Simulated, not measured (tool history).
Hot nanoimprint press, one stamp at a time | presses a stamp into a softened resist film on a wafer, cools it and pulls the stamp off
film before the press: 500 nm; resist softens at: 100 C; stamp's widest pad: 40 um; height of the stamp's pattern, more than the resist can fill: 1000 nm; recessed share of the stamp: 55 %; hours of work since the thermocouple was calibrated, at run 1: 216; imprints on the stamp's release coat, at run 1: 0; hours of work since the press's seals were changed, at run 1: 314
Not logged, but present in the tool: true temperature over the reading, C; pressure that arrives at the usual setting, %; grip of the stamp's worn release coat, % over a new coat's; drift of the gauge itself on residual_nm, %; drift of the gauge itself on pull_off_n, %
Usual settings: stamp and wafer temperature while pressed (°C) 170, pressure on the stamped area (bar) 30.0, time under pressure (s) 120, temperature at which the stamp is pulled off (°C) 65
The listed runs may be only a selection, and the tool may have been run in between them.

run   hour  stamp and wafer temperature while pressed (°C)  pressure on the stamped area (bar)  time under pressure (s)  temperature at which the stamp is pulled off (°C)  hours of work since the thermocouple was calibrated  imprints on the stamp's release coat  hours of work since the press's seals were changed  resist left under the stamp's widest pad (Å)  greatest force while the stamp is pulled off (N)
  1    0.0                                             170                                30.0                      120                                                 65                                                  216                                     0                                                 314                                          2398                                               146
  2   28.8                                             170                                30.0                      120                                                 65                                                  233                                   131                                                 330                                          2381                                               150
  3   56.9                                             170                                30.0                      120                                                 65                                                  249                                   258                                                 347                                          2382                                               148
  4   73.4                                             170                                28.2                      120                                                 65                                                  259                                   333                                                 357                                          2451                                               149
  5   90.1                                             167                                30.0                      120                                                 65                                                  269                                   409                                                 366                                          2693                                               150
  6  116.5                                             170                                30.0                      120                                                 65                                                  284                                   528                                                 382                                          2358                                               153
  7  151.5                                             170                                30.0                      120                                                 65                                                  305                                   687                                                 402                                          2379                                               153
  8  179.4                                             170                                30.0                      120                                                 65                                                  321                                   814                                                 419                                          2366                                               152
  9  195.9                                             170                                30.0                      120                                                 65                                                  331                                   888                                                 428                                          2342                                               146
     202.1  -- plate thermocouple calibrated
 10  220.5                                             170                                30.0                      120                                                 65                                                   11                                   986                                                 441                                          2365                                               153
 11  251.0                                             174                                30.0                      120                                                 65                                                   29                                  1124                                                 459                                          1960                                               150
 12  276.9                                             174                                30.0                      120                                                 65                                                   44                                  1242                                                 474                                          1961                                               150
 13  310.0                                             170                                30.0                      120                                                 60                                                   63                                  1392                                                 493                                          2318                                               168
 14  344.2                                             163                                30.0                      120                                                 65                                                   83                                  1547                                                 513                                          3158                                               151
 15  362.0                                             170                                30.0                      120                                                 65                                                   94                                  1628                                                 524                                          2339                                               147

Run 16 comes next. What will it give?
 16  379.3                                             170                                30.0                      120                                                 65                                                  104                                  1706                                                 534                                             ?                                                 ?

{"run 16": {"resist left under the stamp's widest pad (Å)": 2347, "greatest force while the stamp is pulled off (N)": 152}}
If the tool had no hidden condition, the same run with the same run-to-run variation would have returned resist left under the stamp's widest pad (Å) 2392, greatest force while the stamp is pulled off (N) 151.

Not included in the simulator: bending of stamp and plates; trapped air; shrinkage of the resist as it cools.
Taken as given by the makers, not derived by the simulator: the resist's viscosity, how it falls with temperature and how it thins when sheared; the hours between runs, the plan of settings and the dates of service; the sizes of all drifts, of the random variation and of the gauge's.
